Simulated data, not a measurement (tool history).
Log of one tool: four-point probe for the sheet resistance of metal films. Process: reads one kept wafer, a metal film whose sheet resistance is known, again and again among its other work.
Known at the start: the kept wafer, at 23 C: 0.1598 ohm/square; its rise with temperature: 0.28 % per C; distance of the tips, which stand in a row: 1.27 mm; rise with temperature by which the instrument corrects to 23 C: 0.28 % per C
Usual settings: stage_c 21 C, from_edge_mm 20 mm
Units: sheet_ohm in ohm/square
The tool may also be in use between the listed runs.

run,hour,stage_c,from_edge_mm,sheet_ohm
1,0.0,21,20,0.160286
2,20.2,22,20,0.160313
3,36.5,21,6,0.163721
4,47.9,21,20,0.160308
5,69.9,28,20,0.160235
6,79.8,28,20,0.160344
7,96.4,28,20,0.160354
8,117.3,28,20,0.160369
9,133.4,28,20,0.160343
10,151.8,28,20,0.160354
11,165.3,28,20,0.160360
12,181.5,18,6,0.163856
13,190.9,18,6,0.163786
14,204.4,18,51,0.160121
15,216.7,18,51,0.160083
16,231.5,18,51,0.160112
17,244.2,22,15,0.160674

Measured less the same run without the tool's hidden state. The same run-to-run variation is in both; the gauge's scatter may not be:
The hidden state here: inner tips' distance over the nominal, %; tips' flats over new ones', %; wafer's true temperature over the reading, C; drift of the gauge itself on sheet_ohm, %.
run,sheet_ohm
1,+0.000122
2,+0.000134
3,+0.000148
4,+0.000151
5,+0.000160
6,+0.000166
7,+0.000176
8,+0.000189
9,+0.000197
10,+0.000208
11,+0.000216
12,+0.000234
13,+0.000240
14,+0.000243
15,+0.000249
16,+0.000258
17,+0.000264
